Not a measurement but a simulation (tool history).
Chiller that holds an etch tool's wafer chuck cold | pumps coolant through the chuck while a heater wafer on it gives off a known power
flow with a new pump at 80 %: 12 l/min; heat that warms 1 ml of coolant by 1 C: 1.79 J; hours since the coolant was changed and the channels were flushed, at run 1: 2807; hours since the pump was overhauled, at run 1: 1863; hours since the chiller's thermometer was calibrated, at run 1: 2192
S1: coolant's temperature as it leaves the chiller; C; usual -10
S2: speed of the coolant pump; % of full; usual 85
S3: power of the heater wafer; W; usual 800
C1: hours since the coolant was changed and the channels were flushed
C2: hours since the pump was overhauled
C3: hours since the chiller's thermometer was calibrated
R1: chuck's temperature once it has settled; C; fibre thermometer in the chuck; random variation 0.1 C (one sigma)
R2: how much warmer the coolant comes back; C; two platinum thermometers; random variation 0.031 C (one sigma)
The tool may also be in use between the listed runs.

run 1 hour=0.0 | S1=-10 S2=85 S3=800 | C1=2807 C2=1863 C3=2192 | R1=-2.1 R2=2.12
run 2 hour=38.8 | S1=-10 S2=85 S3=800 | C1=2846 C2=1902 C3=2231 | R1=-2.2 R2=2.11
run 3 hour=90.3 | S1=-10 S2=85 S3=800 | C1=2897 C2=1954 C3=2283 | R1=-2.1 R2=2.12
run 4 hour=156.0 | S1=-10 S2=85 S3=1017 | C1=2963 C2=2019 C3=2348 | R1=0.0 R2=2.79
run 5 hour=202.8 | S1=-10 S2=78 S3=1017 | C1=3010 C2=2066 C3=2395 | R1=0.6 R2=2.99
run 6 hour=250.1 | S1=-10 S2=85 S3=672 | C1=3057 C2=2114 C3=2442 | R1=-3.5 R2=1.88
run 7 hour=305.7 | S1=-10 S2=85 S3=800 | C1=3113 C2=2169 C3=2498 | R1=-2.1 R2=2.21
run 8 hour=348.3 | S1=-1 S2=85 S3=800 | C1=3155 C2=2212 C3=2541 | R1=6.8 R2=2.30
run 9 hour=377.5 | S1=-1 S2=85 S3=800 | C1=3185 C2=2241 C3=2570 | R1=6.8 R2=2.20
run 10 hour=417.7 | S1=-13 S2=85 S3=800 | C1=3225 C2=2281 C3=2610 | R1=-5.0 R2=2.28
run 11 hour=461.4 | S1=-13 S2=85 S3=800 | C1=3269 C2=2325 C3=2654 | R1=-5.3 R2=2.28
run 12 hour=501.2 | S1=-10 S2=67 S3=800 | C1=3308 C2=2365 C3=2693 | R1=-0.3 R2=2.85
run 13 hour=565.6 | S1=-11 S2=67 S3=800 | C1=3373 C2=2429 C3=2758 | R1=-1.3 R2=2.88
run 14 hour=608.5 | S1=-10 S2=62 S3=800 | C1=3416 C2=2472 C3=2801 | R1=0.3 R2=3.09
run 15 hour=659.4 | S1=-4 S2=62 S3=445 | C1=3467 C2=2523 C3=2852 | R1=1.8 R2=1.86
run 16 hour=701.1 | S1=-4 S2=62 S3=445 | C1=3508 C2=2565 C3=2893 | R1=1.7 R2=1.88
run 17 hour=734.2 | S1=-6 S2=63 S3=800 | C1=3541 C2=2598 C3=2926 | R1=4.1 R2=3.12
run 18 hour=764.6 | S1=-10 S2=82 S3=540 | C1=3572 C2=2628 C3=2957 | R1=-4.3 R2=1.80
run 19 hour=799.1 | S1=-10 S2=82 S3=540 | C1=3606 C2=2663 C3=2991 | R1=-4.5 R2=1.77
run 20 hour=846.1 | S1=-10 S2=82 S3=540 | C1=3653 C2=2710 C3=3038 | R1=-4.5 R2=1.76
-- hour=864.9 chiller's thermometer calibrated
run 21 hour=880.7 | S1=-4 S2=76 S3=540 | C1=3687 C2=2743 C3=16 | R1=1.9 R2=1.86
run 22 hour=942.4 | S1=-10 S2=97 S3=1028 | C1=3749 C2=2805 C3=78 | R1=-0.9 R2=2.70
run 23 hour=997.5 | S1=-10 S2=89 S3=1145 | C1=3804 C2=2860 C3=133 | R1=0.7 R2=3.23
run 24 hour=1056.9 | S1=-10 S2=89 S3=1145 | C1=3863 C2=2919 C3=192 | R1=0.7 R2=3.25
run 25 hour=1121.2 | S1=-10 S2=89 S3=1145 | C1=3927 C2=2984 C3=256 | R1=0.8 R2=3.26
run 26 hour=1175.7 | S1=0 S2=100 S3=902 | C1=3982 C2=3038 C3=311 | R1=7.8 R2=2.52
run 27 hour=1211.2 | S1=0 S2=100 S3=902 | C1=4017 C2=3074 C3=346 | R1=7.6 R2=2.48
run 28 hour=1248.8 | S1=0 S2=100 S3=857 | C1=4055 C2=3111 C3=384 | R1=7.2 R2=2.41

5 ways to go on from here, each from the tool as it stands after run 28. What would each give?
run A hour=1293.3 | S1=-10 S2=85 S3=533 | C1=4099 C2=3156 C3=428 | R1=? R2=?
run B hour=1293.3 | S1=0 S2=100 S3=874 | C1=4099 C2=3156 C3=428 | R1=? R2=?
run C hour=1293.3 | S1=0 S2=73 S3=601 | C1=4099 C2=3156 C3=428 | R1=? R2=?
run D hour=1293.3 | S1=0 S2=62 S3=857 | C1=4099 C2=3156 C3=428 | R1=? R2=?
run E hour=1293.3 | S1=0 S2=98 S3=857 | C1=4099 C2=3156 C3=428 | R1=? R2=?

run=A R1=-4.8 R2=1.90
run=B R1=7.5 R2=2.38
run=C R1=6.8 R2=2.33
run=D R1=11.1 R2=3.62
run=E R1=7.4 R2=2.35
Without the tool's hidden state the same runs would have given:
run=A R1=-4.9 R2=1.43
run=B R1=7.5 R2=1.90
run=C R1=6.8 R2=1.85
run=D R1=11.0 R2=3.14
run=E R1=7.4 R2=1.88
